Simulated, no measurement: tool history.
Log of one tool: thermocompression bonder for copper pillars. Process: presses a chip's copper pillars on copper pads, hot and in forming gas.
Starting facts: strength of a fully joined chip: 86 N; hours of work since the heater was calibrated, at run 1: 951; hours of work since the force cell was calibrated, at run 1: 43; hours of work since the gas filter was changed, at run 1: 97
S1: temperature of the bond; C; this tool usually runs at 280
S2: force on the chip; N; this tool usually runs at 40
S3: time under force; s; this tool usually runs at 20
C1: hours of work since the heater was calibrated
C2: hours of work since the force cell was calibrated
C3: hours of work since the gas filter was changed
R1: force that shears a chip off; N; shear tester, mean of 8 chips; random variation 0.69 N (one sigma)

run   hour   S1  S2  S3    C1   C2   C3    R1
  1      0  280  40  20   951   43   97  48.6
  2   25.2  280  40  20   969   62  116  49.7
  3   43.3  280  40  20   982   75  129  50.1
  4   71.5  280  40  20  1003   95  149  48.7
  5   95.9  280  48  20  1020  113  167  55.6
  6  131.1  280  40  20  1046  138  192  47.5
  7  158.4  280  47  20  1066  158  212  52.7
  8  183.2  280  40  20  1083  176  230    48
     203.2  -- forming gas filter changed
  9  208.7  272  40  20  1102  194    4  45.7
 10    249  300  40  20  1131  223   33  63.7
 11  268.3  300  40  20  1145  237   47  62.8
 12  300.1  300  40  20  1168  260   70  62.9
 13  326.7  280  40  20  1187  279   89  50.1
 14  360.7  280  40  20  1211  304  114  49.6
 15  392.7  280  38  20  1235  327  137  47.7
 16  427.2  280  38  20  1259  352  162  46.8
 17  466.1  280  40  20  1288  380  190  49.5
 18  485.6  287  36  27  1302  394  204  54.6
 19  505.6  286  40  25  1316  408  219  54.5
 20  534.2  280  52  20  1337  429  239  55.4
     540.8  -- forming gas filter changed
 21  574.8  280  52  20  1366  458   25  60.3
 22    597  291  40  46  1382  474   41  69.6
 23  620.8  303  40  53  1399  491   58  77.1
 24  660.5  281  27  20  1428  520   87  39.3
 25  686.6  281  51  20  1447  539  105    60
 26  718.7  281  51  20  1470  562  129  57.9
 27  758.9  300  35  19  1499  591  158    58
 28  788.8  292  45  16  1520  613  179  56.7
 29  816.7  278  40  20  1541  633  199  47.7
     832.7  -- heater calibrated with a thermocouple chip
 30  845.6  278  40  20     9  652  219  41.6
 31  875.2  278  40  20    31  674  240  41.2
     879.1  -- forming gas filter changed
 32  905.2  294  28  37    52  695   19  53.1
 33  930.1  280  59  20    70  713   37    59
 34  961.5  280  59  20    93  736   60  57.8

Hidden condition of the tool, last listed run before each entry between runs versus first listed run after:
Between runs 8 and 9: forming gas filter changed (hour 203.2)
  true temperature of the bond over the reading, C: 8 -> 8.2; force that reaches the chip, % of what is set: 98.5 -> 98.3; oxide that the forming gas leaves, % of the face: 8.15 -> 0.64
  measured less the result without the state, R1: +0.6 -> +4.5 N
Between runs 20 and 21: forming gas filter changed (hour 540.8)
  true temperature of the bond over the reading, C: 9.8 -> 10; force that reaches the chip, % of what is set: 96.5 -> 96.2; oxide that the forming gas leaves, % of the face: 9.14 -> 1.47
  measured less the result without the state, R1: -0.3 -> +4.4 N
Between runs 29 and 30: heater calibrated with a thermocouple chip (hour 832.7)
  true temperature of the bond over the reading, C: 11.3 -> 1.6; force that reaches the chip, % of what is set: 94.9 -> 94.7; oxide that the forming gas leaves, % of the face: 7.74 -> 8.36
  measured less the result without the state, R1: +1.7 -> -4.4 N
Between runs 31 and 32: forming gas filter changed (hour 879.1)
  true temperature of the bond over the reading, C: 1.7 -> 1.9; force that reaches the chip, % of what is set: 94.6 -> 94.4; oxide that the forming gas leaves, % of the face: 9.12 -> 1.17
  measured less the result without the state, R1: -4.7 -> -1.1 N

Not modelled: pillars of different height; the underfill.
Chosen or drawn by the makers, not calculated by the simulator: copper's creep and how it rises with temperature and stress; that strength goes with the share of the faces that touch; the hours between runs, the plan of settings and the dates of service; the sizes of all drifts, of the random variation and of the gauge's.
